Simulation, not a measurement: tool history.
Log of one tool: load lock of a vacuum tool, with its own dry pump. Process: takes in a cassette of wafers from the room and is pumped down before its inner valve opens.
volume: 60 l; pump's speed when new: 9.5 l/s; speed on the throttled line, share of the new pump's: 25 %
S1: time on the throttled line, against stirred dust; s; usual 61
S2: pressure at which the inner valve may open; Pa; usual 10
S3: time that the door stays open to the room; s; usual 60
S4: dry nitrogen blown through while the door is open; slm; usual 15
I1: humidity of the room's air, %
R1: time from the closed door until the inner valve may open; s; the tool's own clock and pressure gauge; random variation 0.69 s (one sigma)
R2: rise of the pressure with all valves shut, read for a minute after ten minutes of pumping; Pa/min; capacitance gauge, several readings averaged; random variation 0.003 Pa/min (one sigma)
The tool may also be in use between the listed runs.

run 1 day=0.000 | S1=61 S2=10 S3=60 S4=15 | I1=43.9 | R1=105.2 R2=0.103
run 2 day=7.400 | S1=61 S2=10 S3=60 S4=15 | I1=45.7 | R1=106.1 R2=0.112
run 3 day=11.925 | S1=61 S2=10 S3=60 S4=15 | I1=46.9 | R1=105.4 R2=0.106
run 4 day=20.029 | S1=61 S2=10 S3=60 S4=15 | I1=44.3 | R1=106.6 R2=0.120
run 5 day=25.954 | S1=61 S2=16 S3=60 S4=15 | I1=42.6 | R1=102.0 R2=0.120
run 6 day=33.658 | S1=61 S2=16 S3=60 S4=15 | I1=47.1 | R1=102.8 R2=0.126
run 7 day=41.404 | S1=61 S2=16 S3=60 S4=15 | I1=43.8 | R1=101.8 R2=0.132
run 8 day=47.758 | S1=61 S2=10 S3=60 S4=15 | I1=47.0 | R1=106.6 R2=0.138
run 9 day=54.162 | S1=61 S2=10 S3=60 S4=17 | I1=43.8 | R1=106.6 R2=0.144
run 10 day=60.321 | S1=61 S2=10 S3=60 S4=17 | I1=48.2 | R1=106.4 R2=0.151
run 11 day=64.846 | S1=61 S2=10 S3=60 S4=17 | I1=42.2 | R1=106.8 R2=0.149
run 12 day=72.000 | S1=61 S2=10 S3=60 S4=17 | I1=44.2 | R1=105.8 R2=0.157
run 13 day=77.646 | S1=61 S2=10 S3=60 S4=15 | I1=44.4 | R1=106.8 R2=0.159
run 14 day=84.008 | S1=61 S2=10 S3=60 S4=15 | I1=44.9 | R1=105.3 R2=0.168
run 15 day=87.696 | S1=61 S2=14 S3=60 S4=15 | I1=43.0 | R1=104.4 R2=0.171
run 16 day=91.067 | S1=61 S2=14 S3=60 S4=15 | I1=44.6 | R1=103.8 R2=0.175
run 17 day=96.329 | S1=86 S2=10 S3=60 S4=15 | I1=42.5 | R1=124.5 R2=0.176
run 18 day=103.954 | S1=61 S2=10 S3=122 S4=15 | I1=43.4 | R1=105.9 R2=0.188
run 19 day=111.708 | S1=61 S2=7 S3=122 S4=15 | I1=48.6 | R1=109.1 R2=0.197
run 20 day=117.192 | S1=48 S2=13 S3=60 S4=12 | I1=45.7 | R1=93.6 R2=0.197
run 21 day=121.850 | S1=54 S2=13 S3=60 S4=44 | I1=42.2 | R1=100.1 R2=0.192
run 22 day=127.179 | S1=54 S2=13 S3=60 S4=44 | I1=42.0 | R1=99.6 R2=0.194
run 23 day=134.912 | S1=92 S2=16 S3=60 S4=15 | I1=46.7 | R1=126.1 R2=0.213
run 24 day=138.842 | S1=37 S2=16 S3=58 S4=17 | I1=46.1 | R1=87.0 R2=0.208
run 25 day=142.767 | S1=37 S2=16 S3=58 S4=17 | I1=39.6 | R1=85.9 R2=0.212
run 26 day=148.629 | S1=33 S2=7 S3=60 S4=19 | I1=47.2 | R1=89.2 R2=0.215
run 27 day=152.604 | S1=31 S2=10 S3=50 S4=15 | I1=45.1 | R1=84.5 R2=0.216
run 28 day=160.046 | S1=90 S2=13 S3=50 S4=43 | I1=44.8 | R1=127.0 R2=0.225
run 29 day=164.638 | S1=96 S2=19 S3=60 S4=15 | I1=46.0 | R1=127.8 R2=0.238
run 30 day=168.867 | S1=44 S2=8 S3=50 S4=5 | I1=42.4 | R1=96.1 R2=0.247
run 31 day=176.008 | S1=71 S2=10 S3=50 S4=6 | I1=47.0 | R1=114.9 R2=0.248
run 32 day=183.408 | S1=38 S2=10 S3=33 S4=7 | I1=44.6 | R1=90.6 R2=0.257
run 33 day=188.804 | S1=38 S2=11 S3=33 S4=7 | I1=44.9 | R1=89.6 R2=0.266
run 34 day=192.812 | S1=61 S2=8 S3=60 S4=6 | I1=44.4 | R1=109.2 R2=0.279
run 35 day=197.796 | S1=61 S2=9 S3=60 S4=12 | I1=43.6 | R1=106.5 R2=0.268
run 36 day=205.808 | S1=45 S2=16 S3=26 S4=41 | I1=46.9 | R1=92.4 R2=0.273

4 ways to go on from here, each from the tool as it stands after run 36. What would each give?
run A day=212.629 | S1=45 S2=16 S3=26 S4=34 | I1=45.6 | R1=? R2=?
run B day=212.629 | S1=78 S2=10 S3=52 S4=15 | I1=44.4 | R1=? R2=?
run C day=212.629 | S1=82 S2=14 S3=26 S4=12 | I1=49.0 | R1=? R2=?
run D day=212.629 | S1=61 S2=10 S3=50 S4=15 | I1=46.7 | R1=? R2=?

run=A R1=91.6 R2=0.272
run=B R1=119.4 R2=0.286
run=C R1=120.3 R2=0.277
run=D R1=106.7 R2=0.279
Without the tool's hidden state the same runs would have given:
run=A R1=88.4 R2=0.007
run=B R1=116.5 R2=0.019
run=C R1=117.7 R2=0.009
run=D R1=103.4 R2=0.014
